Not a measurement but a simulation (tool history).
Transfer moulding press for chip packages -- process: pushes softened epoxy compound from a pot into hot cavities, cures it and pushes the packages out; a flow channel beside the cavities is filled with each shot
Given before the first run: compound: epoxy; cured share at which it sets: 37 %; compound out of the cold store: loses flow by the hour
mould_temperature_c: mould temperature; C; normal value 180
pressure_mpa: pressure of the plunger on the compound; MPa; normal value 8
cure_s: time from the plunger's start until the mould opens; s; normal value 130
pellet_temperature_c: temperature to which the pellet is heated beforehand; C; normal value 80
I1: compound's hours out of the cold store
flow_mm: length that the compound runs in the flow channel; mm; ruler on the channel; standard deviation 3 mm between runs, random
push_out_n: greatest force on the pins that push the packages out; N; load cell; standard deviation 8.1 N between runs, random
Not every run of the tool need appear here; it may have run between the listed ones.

run 1 hour=0 | mould_temperature_c=180 pressure_mpa=8 cure_s=130 pellet_temperature_c=80 | I1=10.8 | flow_mm=689 push_out_n=361
-- hour=16.3 cavities cleaned with cleaning compound and waxed
run 2 hour=24.2 | mould_temperature_c=180 pressure_mpa=9.59 cure_s=130 pellet_temperature_c=80 | I1=41.2 | flow_mm=626 push_out_n=338
run 3 hour=33.6 | mould_temperature_c=180 pressure_mpa=9.59 cure_s=130 pellet_temperature_c=80 | I1=9.4 | flow_mm=757 push_out_n=372
run 4 hour=55.5 | mould_temperature_c=180 pressure_mpa=7.61 cure_s=130 pellet_temperature_c=80 | I1=38.4 | flow_mm=568 push_out_n=366
run 5 hour=69.1 | mould_temperature_c=180 pressure_mpa=7.61 cure_s=130 pellet_temperature_c=80 | I1=28.4 | flow_mm=604 push_out_n=369
-- hour=77.8 cavities cleaned with cleaning compound and waxed
run 6 hour=82.1 | mould_temperature_c=180 pressure_mpa=7.61 cure_s=130 pellet_temperature_c=80 | I1=47.7 | flow_mm=537 push_out_n=354
run 7 hour=100.9 | mould_temperature_c=180 pressure_mpa=8.99 cure_s=130 pellet_temperature_c=80 | I1=22.6 | flow_mm=679 push_out_n=360
run 8 hour=120.6 | mould_temperature_c=180 pressure_mpa=8.99 cure_s=130 pellet_temperature_c=80 | I1=30 | flow_mm=649 push_out_n=365
run 9 hour=130.6 | mould_temperature_c=180 pressure_mpa=8.99 cure_s=130 pellet_temperature_c=80 | I1=38.1 | flow_mm=621 push_out_n=356
-- hour=138.2 cavities cleaned with cleaning compound and waxed
-- hour=151.1 plunger's sealing rings changed
run 10 hour=156.1 | mould_temperature_c=180 pressure_mpa=8.99 cure_s=130 pellet_temperature_c=80 | I1=39.1 | flow_mm=615 push_out_n=348
run 11 hour=176.5 | mould_temperature_c=180 pressure_mpa=8.99 cure_s=130 pellet_temperature_c=80 | I1=31.2 | flow_mm=652 push_out_n=347
run 12 hour=198.4 | mould_temperature_c=180 pressure_mpa=8.99 cure_s=130 pellet_temperature_c=80 | I1=14.1 | flow_mm=715 push_out_n=363
-- hour=201 cavities cleaned with cleaning compound and waxed
run 13 hour=215.6 | mould_temperature_c=180 pressure_mpa=8.99 cure_s=130 pellet_temperature_c=80 | I1=14.9 | flow_mm=714 push_out_n=349
run 14 hour=234.8 | mould_temperature_c=180 pressure_mpa=8.99 cure_s=130 pellet_temperature_c=80 | I1=18.8 | flow_mm=695 push_out_n=356
run 15 hour=258.1 | mould_temperature_c=180 pressure_mpa=9.28 cure_s=130 pellet_temperature_c=89 | I1=35.2 | flow_mm=643 push_out_n=365
-- hour=261.7 cavities cleaned with cleaning compound and waxed
run 16 hour=282 | mould_temperature_c=180 pressure_mpa=9.28 cure_s=130 pellet_temperature_c=89 | I1=24.3 | flow_mm=681 push_out_n=350
run 17 hour=304.3 | mould_temperature_c=180 pressure_mpa=6.43 cure_s=119 pellet_temperature_c=80 | I1=37.1 | flow_mm=528 push_out_n=377
run 18 hour=314.5 | mould_temperature_c=179 pressure_mpa=6.43 cure_s=119 pellet_temperature_c=80 | I1=19.8 | flow_mm=595 push_out_n=415
-- hour=322.1 cavities cleaned with cleaning compound and waxed
run 19 hour=339 | mould_temperature_c=187 pressure_mpa=6.85 cure_s=118 pellet_temperature_c=75 | I1=30.2 | flow_mm=551 push_out_n=335
run 20 hour=357.8 | mould_temperature_c=180 pressure_mpa=8.79 cure_s=133 pellet_temperature_c=78 | I1=46.2 | flow_mm=584 push_out_n=352
run 21 hour=370.3 | mould_temperature_c=180 pressure_mpa=8.79 cure_s=133 pellet_temperature_c=78 | I1=30.4 | flow_mm=640 push_out_n=346
-- hour=383 cavities cleaned with cleaning compound and waxed
run 22 hour=387.7 | mould_temperature_c=180 pressure_mpa=6.86 cure_s=130 pellet_temperature_c=82 | I1=28.8 | flow_mm=572 push_out_n=364
run 23 hour=402.4 | mould_temperature_c=180 pressure_mpa=6.86 cure_s=130 pellet_temperature_c=80 | I1=12 | flow_mm=632 push_out_n=359
run 24 hour=412.9 | mould_temperature_c=180 pressure_mpa=6.86 cure_s=130 pellet_temperature_c=80 | I1=43.6 | flow_mm=522 push_out_n=356
run 25 hour=432.9 | mould_temperature_c=186 pressure_mpa=6.86 cure_s=130 pellet_temperature_c=77 | I1=18.9 | flow_mm=594 push_out_n=328
-- hour=443.1 cavities cleaned with cleaning compound and waxed
run 26 hour=450.9 | mould_temperature_c=177 pressure_mpa=8 cure_s=130 pellet_temperature_c=80 | I1=22.1 | flow_mm=656 push_out_n=396
run 27 hour=465.6 | mould_temperature_c=180 pressure_mpa=9.64 cure_s=115 pellet_temperature_c=72 | I1=39.5 | flow_mm=634 push_out_n=392
-- hour=478.9 mould's thermocouples calibrated
run 28 hour=481.3 | mould_temperature_c=180 pressure_mpa=9.64 cure_s=115 pellet_temperature_c=72 | I1=27.8 | flow_mm=683 push_out_n=400

Branching from run 28: 3 alternative next runs. What would each branch give?
run A hour=499.5 | mould_temperature_c=182 pressure_mpa=8 cure_s=130 pellet_temperature_c=78 | I1=46 | flow_mm=? push_out_n=?
run B hour=499.5 | mould_temperature_c=180 pressure_mpa=6.8 cure_s=160 pellet_temperature_c=79 | I1=48 | flow_mm=? push_out_n=?
run C hour=499.5 | mould_temperature_c=180 pressure_mpa=9.64 cure_s=161 pellet_temperature_c=87 | I1=19.3 | flow_mm=? push_out_n=?

run=A flow_mm=551 push_out_n=355
run=B flow_mm=505 push_out_n=327
run=C flow_mm=721 push_out_n=329
Had the tool no hidden state, the same runs would have come out as:
run=A flow_mm=552 push_out_n=348
run=B flow_mm=506 push_out_n=321
run=C flow_mm=722 push_out_n=323
